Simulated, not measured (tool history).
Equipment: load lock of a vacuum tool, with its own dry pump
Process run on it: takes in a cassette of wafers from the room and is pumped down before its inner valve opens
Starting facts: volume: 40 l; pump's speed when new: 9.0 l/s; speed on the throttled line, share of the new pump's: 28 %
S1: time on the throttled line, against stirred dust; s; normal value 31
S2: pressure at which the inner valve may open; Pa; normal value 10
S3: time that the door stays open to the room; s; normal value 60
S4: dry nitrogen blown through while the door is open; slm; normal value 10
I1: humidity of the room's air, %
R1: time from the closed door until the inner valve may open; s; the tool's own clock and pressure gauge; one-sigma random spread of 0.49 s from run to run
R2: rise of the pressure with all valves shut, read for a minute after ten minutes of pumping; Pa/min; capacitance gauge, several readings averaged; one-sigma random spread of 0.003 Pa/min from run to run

run    hour  S1  S2   S3  S4    I1    R1     R2
  1     0.0  31  10   60  10  43.8  63.4  0.041
  2   584.2  31  10   60  10  43.9  65.0  0.044
  3  1051.9  45  10   60  10  43.8  73.9  0.040
     1183.6  -- dry pump taken out, an overhauled one fitted
  4  1552.9  31  10   60   6  42.4  63.7  0.044
  5  2145.4  31   8   60  10  49.4  66.2  0.042
  6  2449.0  31  10   60   9  45.8  62.7  0.036
  7  2762.5  31   8   60   9  47.8  65.3  0.041
  8  3022.0  31   8   60   9  46.9  64.7  0.042
  9  3284.2  56   8   47   5  44.2  83.2  0.041
 10  3616.9  56   8   47   5  44.8  83.5  0.036
 11  4019.2  31  10  103  14  42.7  64.0  0.041
 12  4639.2  31  20   60   6  41.8  60.0  0.034
 13  5079.4  31  13   45  10  48.4  63.0  0.039
 14  5376.5  31  13   53  10  42.4  63.1  0.039
 15  5707.7  31  11   53  10  45.5  62.8  0.037

Here are 3 independent what-if runs from the current tool condition. What would each one return?
  A  5996.5  18  12   69  10  43.6   ?   ?
  B  5996.5  44  10   72  10  45.0   ?   ?
  C  5996.5  31  12  194  37  44.4   ?   ?

run    R1     R2
  A  53.7  0.042
  B  73.3  0.040
  C  62.6  0.051
Without the tool's hidden state the same runs would have given:
run    R1     R2
  A  53.6  0.041
  B  73.3  0.039
  C  62.6  0.050

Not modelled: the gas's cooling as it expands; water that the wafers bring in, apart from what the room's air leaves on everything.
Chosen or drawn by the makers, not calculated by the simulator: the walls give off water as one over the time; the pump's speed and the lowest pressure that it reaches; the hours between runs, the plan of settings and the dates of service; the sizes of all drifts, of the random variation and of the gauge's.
